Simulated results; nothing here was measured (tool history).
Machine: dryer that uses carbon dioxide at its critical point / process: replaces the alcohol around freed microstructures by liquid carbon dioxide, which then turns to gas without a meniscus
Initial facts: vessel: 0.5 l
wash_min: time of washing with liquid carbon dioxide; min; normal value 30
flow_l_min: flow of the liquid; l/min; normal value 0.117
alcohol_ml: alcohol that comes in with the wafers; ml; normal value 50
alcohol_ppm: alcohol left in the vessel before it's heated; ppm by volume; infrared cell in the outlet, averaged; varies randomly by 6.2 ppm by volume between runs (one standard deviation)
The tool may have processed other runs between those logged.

run	day	wash_min	flow_l_min	alcohol_ml	alcohol_ppm
1	0	30	0.117	50	333
2	0.838	30	0.117	50	347
3	1.612	30	0.117	50	356
4	2.396	30	0.117	50	358
5	3.2	30	0.117	50	381
6	3.596	30	0.117	50	373
7	4.25	30	0.117	50	379
8	4.621	30	0.117	50	394
9	5.358	30	0.117	50	403
10	5.983	30	0.117	50	412
11	6.733	30	0.152	50	117
12	7.329	30	0.152	50	125
13	7.721	30	0.152	50	113
14	8.275	22	0.157	26	264
15	8.854	30	0.136	28	129
16	9.238	32	0.136	55	168
17	9.633	32	0.107	55	553
18	10.329	30	0.101	35	685
19	10.8	30	0.101	89	1575
20	11.688	30	0.104	20	361
21	12.446	30	0.104	20	376
22	12.817	30	0.117	35	361
23	13.362	30	0.117	37	397
24	14.246	30	0.117	37	399
25	14.708	34	0.101	92	950
26	15.254	34	0.101	92	962

A few steps of alcohol_ppm between consecutive runs. Split each: what settings, incoming material and random variation would produce without the hidden state, and what is left over for the hidden state, along with gauge scatter present in only one of the two compared results (measured, and without hidden state):
The hidden state here: flow that reaches the vessel past the clogged filter, %; alcohol in the recycled carbon dioxide, ppm; drift of the gauge itself on alcohol_ppm, %.
Run 18 -> 19: alcohol_ml 35 -> 89. alcohol_ppm +890 ppm by volume: hidden state +316, all else +574.
Run 19 -> 20: flow_l_min 0.101 -> 0.104, alcohol_ml 89 -> 20. alcohol_ppm -1214 ppm by volume: hidden state -408, all else -806.
